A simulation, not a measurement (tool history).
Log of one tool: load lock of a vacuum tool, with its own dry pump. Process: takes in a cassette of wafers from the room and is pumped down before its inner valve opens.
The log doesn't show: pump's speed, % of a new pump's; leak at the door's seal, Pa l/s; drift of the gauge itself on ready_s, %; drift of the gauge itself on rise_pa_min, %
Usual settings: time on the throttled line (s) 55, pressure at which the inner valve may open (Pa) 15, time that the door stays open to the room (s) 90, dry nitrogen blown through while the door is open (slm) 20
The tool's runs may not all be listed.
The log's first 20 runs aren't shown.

run    hour  time on the throttled line (s)  pressure at which the inner valve may open (Pa)  time that the door stays open to the room (s)  dry nitrogen blown through while the door is open (slm)  hours that the pump has run since its overhaul  times that the door has closed on its seal  incoming humidity of the room's air, %  time from the closed door until the inner valve may open (s)  rise of the pressure with all valves shut (Pa/min)
 21  2298.4                              37                                               11                                             66                                                        6                                            5463                                       13342                                    42.0                                                         103.7                                               0.128
 22  2379.8                              37                                               11                                             66                                                        6                                            5544                                       13449                                    46.4                                                         104.2                                               0.140
 23  2547.1                              63                                               17                                             28                                                       20                                            5712                                       13668                                    43.5                                                         120.6                                               0.122
 24  2652.4                              63                                               11                                             28                                                       20                                            5817                                       13806                                    45.2                                                         125.0                                               0.131
 25  2825.4                              63                                               11                                             35                                                       20                                            5990                                       14033                                    43.7                                                         122.9                                               0.133
 26  2940.8                              55                                               15                                             97                                                       12                                            6105                                       14185                                    45.4                                                         117.1                                               0.149
 27  3026.0                              55                                               15                                             70                                                       12                                            6191                                       14296                                    44.5                                                         115.4                                               0.138
 28  3155.8                              55                                               16                                             90                                                       20                                            6320                                       14467                                    45.0                                                         113.9                                               0.145
 29  3276.6                              46                                               24                                            110                                                        4                                            6441                                       14625                                    45.6                                                         105.0                                               0.152
 30  3415.3                              35                                               15                                            163                                                       44                                            6580                                       14807                                    41.9                                                         100.1                                               0.140
 31  3521.0                              35                                               15                                            163                                                       44                                            6686                                       14945                                    41.7                                                         102.7                                               0.147
 32  3677.6                              55                                               25                                             90                                                       20                                            6842                                       15151                                    44.5                                                         111.3                                               0.156
 33  3762.1                              55                                               25                                             90                                                       20                                            6927                                       15262                                    42.4                                                         110.2                                               0.152
 34  3910.5                              64                                               11                                             40                                                       32                                            7075                                       15456                                    47.2                                                         125.8                                               0.151
 35  4036.8                             101                                               16                                            142                                                       23                                            7201                                       15622                                    45.8                                                         149.1                                               0.160
 36  4113.6                             101                                               12                                            142                                                       23                                            7278                                       15723                                    47.8                                                         149.8                                               0.169

Forecast each of these 3 alternatives for the next run:
  A  4223.9                             101                                               12                                            142                                                        5                                            7389                                       15867                                    46.2                                                             ?                                                   ?
  B  4223.9                              55                                               14                                            218                                                       20                                            7389                                       15867                                    45.1                                                             ?                                                   ?
  C  4223.9                              41                                               10                                             90                                                       23                                            7389                                       15867                                    42.9                                                             ?                                                   ?

run  time from the closed door until the inner valve may open (s)  rise of the pressure with all valves shut (Pa/min)
  A                                                         151.0                                               0.172
  B                                                         116.3                                               0.158
  C                                                         110.4                                               0.162
Without the tool's hidden state the same runs would have given:
run  time from the closed door until the inner valve may open (s)  rise of the pressure with all valves shut (Pa/min)
  A                                                         148.1                                               0.028
  B                                                         112.7                                               0.012
  C                                                         106.4                                               0.015
